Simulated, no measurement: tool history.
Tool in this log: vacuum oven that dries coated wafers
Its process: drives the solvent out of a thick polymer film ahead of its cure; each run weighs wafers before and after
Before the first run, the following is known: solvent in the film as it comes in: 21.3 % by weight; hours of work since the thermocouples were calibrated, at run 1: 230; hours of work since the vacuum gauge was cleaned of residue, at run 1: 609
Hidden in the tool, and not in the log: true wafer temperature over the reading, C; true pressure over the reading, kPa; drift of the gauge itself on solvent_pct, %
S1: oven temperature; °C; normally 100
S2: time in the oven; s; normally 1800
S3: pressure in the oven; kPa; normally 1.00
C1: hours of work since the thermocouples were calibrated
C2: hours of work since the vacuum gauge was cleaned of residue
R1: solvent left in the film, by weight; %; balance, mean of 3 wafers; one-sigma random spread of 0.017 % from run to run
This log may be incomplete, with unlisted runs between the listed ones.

| run | hour | S1 | S2 | S3 | C1 | C2 | R1 |
|---|---|---|---|---|---|---|---|
| 1 | 0.0 | 100 | 1800 | 1.00 | 230 | 609 | 2.52 |
| 2 | 15.4 | 100 | 1800 | 1.00 | 241 | 621 | 2.53 |
| 3 | 25.7 | 100 | 1800 | 1.00 | 249 | 629 | 2.54 |
| 4 | 38.6 | 100 | 1800 | 1.00 | 259 | 638 | 2.52 |
| 5 | 57.4 | 100 | 1800 | 1.00 | 273 | 652 | 2.49 |
| 6 | 76.6 | 100 | 1800 | 0.88 | 288 | 667 | 2.50 |
| 7 | 90.7 | 100 | 1800 | 0.88 | 298 | 677 | 2.52 |
| 8 | 112.0 | 100 | 1800 | 0.88 | 314 | 693 | 2.54 |
| 9 | 124.6 | 100 | 1800 | 0.88 | 324 | 703 | 2.53 |
| 10 | 134.6 | 100 | 1800 | 0.88 | 331 | 710 | 2.53 |
| 11 | 152.5 | 100 | 1800 | 0.88 | 345 | 724 | 2.52 |
| 12 | 161.3 | 100 | 1800 | 0.88 | 351 | 731 | 2.50 |
| 13 | 180.4 | 100 | 1800 | 1.00 | 366 | 745 | 2.57 |
| 14 | 200.6 | 100 | 1800 | 1.00 | 381 | 760 | 2.57 |
| 15 | 221.2 | 100 | 1800 | 1.00 | 396 | 776 | 2.57 |
| 16 | 231.3 | 100 | 3240 | 1.00 | 404 | 783 | 0.76 |
| 17 | 243.6 | 94 | 1800 | 1.00 | 413 | 792 | 4.01 |
| 18 | 258.9 | 100 | 1800 | 2.07 | 425 | 804 | 2.84 |
| 19 | 279.3 | 100 | 2460 | 1.00 | 440 | 819 | 1.42 |
| 20 | 296.8 | 100 | 2460 | 1.00 | 453 | 833 | 1.40 |
| 21 | 310.2 | 100 | 2460 | 1.00 | 463 | 843 | 1.40 |
| 22 | 319.8 | 100 | 2460 | 1.00 | 470 | 850 | 1.44 |
| 23 | 335.3 | 100 | 2460 | 1.00 | 482 | 861 | 1.43 |
| 24 | 345.7 | 100 | 2760 | 1.00 | 490 | 869 | 1.13 |
| 25 | 355.8 | 100 | 2760 | 1.00 | 498 | 877 | 1.11 |
| 26 | 369.5 | 102 | 2640 | 1.63 | 508 | 887 | 1.15 |
| 27 | 388.3 | 86 | 1200 | 3.88 | 522 | 901 | 9.68 |
| 28 | 400.6 | 113 | 1800 | 1.00 | 531 | 911 | 0.73 |
| 29 | 410.5 | 85 | 960 | 2.40 | 539 | 918 | 10.75 |
| 30 | 431.6 | 108 | 1740 | 3.39 | 555 | 934 | 1.86 |
| 31 | 442.7 | 112 | 1380 | 1.51 | 563 | 942 | 1.65 |
| 32 | 451.8 | 112 | 1320 | 0.54 | 570 | 949 | 1.64 |
| 33 | 470.7 | 103 | 1680 | 0.90 | 584 | 963 | 2.34 |
| 34 | 482.6 | 103 | 2100 | 0.63 | 593 | 972 | 1.42 |
| 35 | 499.2 | 94 | 1200 | 0.63 | 605 | 985 | 6.42 |
| 36 | 509.9 | 94 | 1200 | 0.63 | 614 | 993 | 6.49 |
| 37 | 526.3 | 96 | 1920 | 1.41 | 626 | 1005 | 3.39 |
| 38 | 540.3 | 94 | 1920 | 0.62 | 636 | 1016 | 3.68 |
| 39 | 555.7 | 94 | 1920 | 0.62 | 648 | 1027 | 3.69 |
| 40 | 572.6 | 89 | 1800 | 0.63 | 661 | 1040 | 5.44 |
| 41 | 589.6 | 100 | 1140 | 1.18 | 673 | 1053 | 5.21 |
| 42 | 603.8 | 89 | 1140 | 0.70 | 684 | 1063 | 8.34 |
| 43 | 620.2 | 95 | 1140 | 0.59 | 696 | 1076 | 6.55 |
| 44 | 640.0 | 88 | 2460 | 1.40 | 711 | 1091 | 4.20 |
| 45 | 652.5 | 88 | 2460 | 1.40 | 721 | 1100 | 4.26 |
| 46 | 662.6 | 99 | 1680 | 0.81 | 728 | 1108 | 3.26 |
| 47 | 674.3 | 105 | 1620 | 0.53 | 737 | 1116 | 2.07 |

Below, some changes in R1 between adjacent runs. For each, the amount present without the hidden state too (settings, incoming material, random variation) and the amount remaining for the hidden state with gauge scatter not shared by both compared results:
Run 26 -> 27: S1 102 -> 86, S2 2640 -> 1200, S3 1.63 -> 3.88. R1 +8.53 %: hidden state +0.18, all else +8.35.
Run 27 -> 28: S1 86 -> 113, S2 1200 -> 1800, S3 3.88 -> 1.00. R1 -8.95 %: hidden state -0.23, all else -8.72.
Run 28 -> 29: S1 113 -> 85, S2 1800 -> 960, S3 1.00 -> 2.40. R1 +10.02 %: hidden state +0.20, all else +9.82.
Run 29 -> 30: S1 85 -> 108, S2 960 -> 1740, S3 2.40 -> 3.39. R1 -8.89 %: hidden state -0.12, all else -8.77.
